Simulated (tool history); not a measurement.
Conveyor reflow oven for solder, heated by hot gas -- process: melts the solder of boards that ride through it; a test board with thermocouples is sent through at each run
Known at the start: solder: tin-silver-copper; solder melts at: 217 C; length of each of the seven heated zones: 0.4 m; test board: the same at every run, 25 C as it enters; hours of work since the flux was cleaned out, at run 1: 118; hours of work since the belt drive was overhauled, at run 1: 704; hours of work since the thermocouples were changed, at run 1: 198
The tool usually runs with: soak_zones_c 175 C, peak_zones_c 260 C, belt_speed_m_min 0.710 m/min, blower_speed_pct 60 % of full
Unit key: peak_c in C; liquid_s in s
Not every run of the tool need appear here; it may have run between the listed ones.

run	hour	soak_zones_c	peak_zones_c	belt_speed_m_min	blower_speed_pct	hours of work since the flux was cleaned out	hours of work since the belt drive was overhauled	hours of work since the thermocouples were changed	peak_c	liquid_s
1	0.0	175	260	0.710	60	118	704	198	244.8	45.6
2	26.7	175	274	0.710	60	132	719	212	256.9	53.7
3	45.2	175	274	0.710	60	142	729	222	256.5	53.7
4	65.9	175	260	0.710	65	154	740	233	245.8	47.0
5	80.9	180	260	0.710	60	162	748	241	245.4	48.2
6	97.9	175	260	0.710	60	171	758	251	244.5	45.5
7	112.4	175	260	0.637	60	179	765	259	247.4	54.3
8	144.6	175	260	0.637	60	196	783	276	247.4	54.4
9	174.4	175	260	0.637	60	213	799	292	247.3	54.3
10	200.5	175	260	0.710	65	227	813	306	245.6	47.2
11	229.6	175	260	0.710	65	243	829	322	245.8	46.4
12	254.0	175	260	0.752	60	256	842	335	242.1	40.3
13	267.4	175	260	0.645	60	263	850	343	246.9	53.0
14	299.7	175	260	0.710	60	281	867	360	244.2	44.8
15	318.7	175	260	0.710	60	291	877	371	244.1	45.0
16	334.7	175	260	0.710	60	300	886	379	243.6	45.3
# hour 352.5: belt drive overhauled, speed set with a stopwatch
17	353.0	175	260	0.710	60	307	0	387	243.5	43.7
18	367.7	162	258	0.725	81	315	8	395	244.5	41.6
19	397.8	175	265	0.710	56	332	25	411	246.0	45.6

Run 20 has not been measured yet. What should we expect?
20	420.9	175	270	0.678	58	344	37	424	?	?

Run 20 yielded peak_c 252.8 C, liquid_s 52.9 s.
Had the tool carried no hidden state, the very same run would have given peak_c 254.3 C, liquid_s 54.3 s.

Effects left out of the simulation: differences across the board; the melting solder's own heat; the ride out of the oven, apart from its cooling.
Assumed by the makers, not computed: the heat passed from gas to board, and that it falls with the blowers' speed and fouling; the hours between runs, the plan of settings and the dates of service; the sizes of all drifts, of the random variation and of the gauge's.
